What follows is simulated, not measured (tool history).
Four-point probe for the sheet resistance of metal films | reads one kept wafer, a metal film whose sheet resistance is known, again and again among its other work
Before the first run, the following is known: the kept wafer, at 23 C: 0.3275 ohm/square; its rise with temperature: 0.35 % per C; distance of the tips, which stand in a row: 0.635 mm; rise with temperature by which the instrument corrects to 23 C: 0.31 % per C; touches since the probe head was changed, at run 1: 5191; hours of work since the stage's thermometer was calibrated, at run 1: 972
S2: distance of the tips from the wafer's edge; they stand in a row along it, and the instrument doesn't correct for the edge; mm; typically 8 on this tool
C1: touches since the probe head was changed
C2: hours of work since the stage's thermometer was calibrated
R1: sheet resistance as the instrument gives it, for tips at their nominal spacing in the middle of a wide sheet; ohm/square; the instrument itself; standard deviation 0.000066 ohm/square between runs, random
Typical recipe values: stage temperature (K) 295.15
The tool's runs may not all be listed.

{"run": 1, "hour": 0.0, "stage temperature (K)": 295.15, "S2": 8, "C1": 5191, "C2": 972, "R1": 0.328497}
{"run": 2, "hour": 54.8, "stage temperature (K)": 295.15, "S2": 8, "C1": 6825, "C2": 1007, "R1": 0.328471}
{"run": 3, "hour": 110.1, "stage temperature (K)": 295.15, "S2": 8, "C1": 8476, "C2": 1042, "R1": 0.328472}
{"run": 4, "hour": 141.8, "stage temperature (K)": 295.15, "S2": 27, "C1": 9421, "C2": 1062, "R1": 0.327377}
{"run": 5, "hour": 184.5, "stage temperature (K)": 295.15, "S2": 27, "C1": 10694, "C2": 1089, "R1": 0.327577}
{"run": 6, "hour": 214.2, "stage temperature (K)": 295.15, "S2": 12, "C1": 11581, "C2": 1108, "R1": 0.327949}
{"run": 7, "hour": 266.1, "stage temperature (K)": 295.15, "S2": 12, "C1": 13129, "C2": 1140, "R1": 0.32777}
{"run": 8, "hour": 320.6, "stage temperature (K)": 295.15, "S2": 12, "C1": 14756, "C2": 1175, "R1": 0.327856}
{"run": 9, "hour": 358.4, "stage temperature (K)": 295.15, "S2": 6, "C1": 15886, "C2": 1199, "R1": 0.329445}
{"run": 10, "hour": 421.7, "stage temperature (K)": 295.15, "S2": 6, "C1": 17773, "C2": 1239, "R1": 0.329384}
{"run": 11, "hour": 483.0, "stage temperature (K)": 295.15, "S2": 6, "C1": 19603, "C2": 1277, "R1": 0.329425}
{"run": 12, "hour": 533.6, "stage temperature (K)": 295.15, "S2": 6, "C1": 21113, "C2": 1309, "R1": 0.329497}
{"run": 13, "hour": 569.3, "stage temperature (K)": 295.15, "S2": 8, "C1": 22176, "C2": 1332, "R1": 0.328472}
{"run": 14, "hour": 616.3, "stage temperature (K)": 295.15, "S2": 8, "C1": 23579, "C2": 1362, "R1": 0.328421}
{"run": 15, "hour": 677.3, "stage temperature (K)": 295.15, "S2": 6, "C1": 25399, "C2": 1400, "R1": 0.32936}
{"run": 16, "hour": 708.7, "stage temperature (K)": 295.15, "S2": 6, "C1": 26335, "C2": 1420, "R1": 0.329402}
{"run": 17, "hour": 745.0, "stage temperature (K)": 295.15, "S2": 6, "C1": 27420, "C2": 1443, "R1": 0.329396}
{"run": 18, "hour": 778.6, "stage temperature (K)": 295.15, "S2": 4, "C1": 28423, "C2": 1464, "R1": 0.331913}
{"run": 19, "hour": 811.9, "stage temperature (K)": 296.15, "S2": 15, "C1": 29417, "C2": 1485, "R1": 0.327775}
{"run": 20, "hour": 859.6, "stage temperature (K)": 300.15, "S2": 8, "C1": 30839, "C2": 1515, "R1": 0.329125}
{"run": 21, "hour": 919.0, "stage temperature (K)": 295.15, "S2": 25, "C1": 32612, "C2": 1553, "R1": 0.3275}
{"run": 22, "hour": 962.3, "stage temperature (K)": 295.15, "S2": 25, "C1": 33902, "C2": 1580, "R1": 0.327514}
{"run": 23, "hour": 994.8, "stage temperature (K)": 303.15, "S2": 7, "C1": 34874, "C2": 1601, "R1": 0.329789}
{"run": 24, "hour": 1036.9, "stage temperature (K)": 296.15, "S2": 5, "C1": 36130, "C2": 1627, "R1": 0.330264}
{"run": 25, "hour": 1089.0, "stage temperature (K)": 294.15, "S2": 39, "C1": 37685, "C2": 1660, "R1": 0.327379}
{"run": 26, "hour": 1140.3, "stage temperature (K)": 295.15, "S2": 25, "C1": 39214, "C2": 1693, "R1": 0.327449}
{"run": 27, "hour": 1196.2, "stage temperature (K)": 297.15, "S2": 9, "C1": 40882, "C2": 1728, "R1": 0.328472}
{"run": 28, "hour": 1233.6, "stage temperature (K)": 297.15, "S2": 9, "C1": 41997, "C2": 1752, "R1": 0.328527}
{"run": 29, "hour": 1290.0, "stage temperature (K)": 303.15, "S2": 9, "C1": 43682, "C2": 1787, "R1": 0.329298}
{"run": 30, "hour": 1337.1, "stage temperature (K)": 295.15, "S2": 8, "C1": 45085, "C2": 1817, "R1": 0.328566}

Branching from run 30: 4 alternative next runs. What would each branch give?
{"run": "A", "hour": 1384.6, "stage temperature (K)": 292.15, "S2": 55, "C1": 46503, "C2": 1847, "R1": "?"}
{"run": "B", "hour": 1384.6, "stage temperature (K)": 295.15, "S2": 14, "C1": 46503, "C2": 1847, "R1": "?"}
{"run": "C", "hour": 1384.6, "stage temperature (K)": 304.15, "S2": 8, "C1": 46503, "C2": 1847, "R1": "?"}
{"run": "D", "hour": 1384.6, "stage temperature (K)": 304.15, "S2": 8, "C1": 46503, "C2": 1847, "R1": "?"}

run=A R1=0.327009
run=B R1=0.32786
run=C R1=0.329619
run=D R1=0.329749
Stripped of hidden state, with their random variation kept, the same runs would have yielded:
run=A R1=0.326965
run=B R1=0.327816
run=C R1=0.329575
run=D R1=0.329705
